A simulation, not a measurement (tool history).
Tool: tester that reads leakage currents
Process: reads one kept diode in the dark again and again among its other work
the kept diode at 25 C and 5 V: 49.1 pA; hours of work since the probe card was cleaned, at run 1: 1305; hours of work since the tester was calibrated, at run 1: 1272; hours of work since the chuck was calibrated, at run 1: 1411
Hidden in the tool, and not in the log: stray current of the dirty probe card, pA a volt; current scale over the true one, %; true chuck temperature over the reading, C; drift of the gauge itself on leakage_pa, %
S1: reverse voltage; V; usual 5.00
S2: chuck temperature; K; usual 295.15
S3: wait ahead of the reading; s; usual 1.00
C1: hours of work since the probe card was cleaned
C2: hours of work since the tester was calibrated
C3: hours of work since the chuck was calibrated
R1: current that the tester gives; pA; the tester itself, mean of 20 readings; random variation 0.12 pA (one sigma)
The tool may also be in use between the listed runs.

{"run": 1, "hour": 0.0, "S1": 5.0, "S2": 295.15, "S3": 1.0, "C1": 1305, "C2": 1272, "C3": 1411, "R1": 40.44}
{"run": 2, "hour": 79.1, "S1": 5.0, "S2": 295.15, "S3": 1.0, "C1": 1348, "C2": 1315, "C3": 1454, "R1": 40.64}
{"run": 3, "hour": 242.6, "S1": 5.0, "S2": 295.15, "S3": 1.0, "C1": 1437, "C2": 1405, "C3": 1543, "R1": 40.96}
{"run": 4, "hour": 401.7, "S1": 5.0, "S2": 295.15, "S3": 1.0, "C1": 1524, "C2": 1492, "C3": 1630, "R1": 41.32}
{"run": 5, "hour": 487.3, "S1": 5.0, "S2": 295.15, "S3": 1.0, "C1": 1571, "C2": 1538, "C3": 1677, "R1": 41.49}
{"run": 6, "hour": 611.4, "S1": 5.0, "S2": 295.15, "S3": 0.36, "C1": 1639, "C2": 1606, "C3": 1745, "R1": 43.28}
{"hour": 626.5, "done": "tester calibrated"}
{"run": 7, "hour": 760.1, "S1": 5.0, "S2": 295.15, "S3": 0.36, "C1": 1719, "C2": 73, "C3": 1825, "R1": 43.28}
{"run": 8, "hour": 913.1, "S1": 5.0, "S2": 295.15, "S3": 0.36, "C1": 1803, "C2": 157, "C3": 1909, "R1": 43.71}
{"run": 9, "hour": 980.6, "S1": 4.74, "S2": 317.15, "S3": 0.32, "C1": 1840, "C2": 194, "C3": 1946, "R1": 257.08}
{"hour": 1114.3, "done": "tester calibrated, once more"}
{"run": 10, "hour": 1143.3, "S1": 2.3, "S2": 316.15, "S3": 2.76, "C1": 1928, "C2": 16, "C3": 2034, "R1": 160.96}

Forecast run 11:
{"run": 11, "hour": 1302.4, "S1": 2.3, "S2": 316.15, "S3": 2.76, "C1": 2015, "C2": 103, "C3": 2121, "R1": "?"}

Run 11 gave R1 160.60 pA.
Without the tool's hidden state the same run would have given R1 171.37 pA.
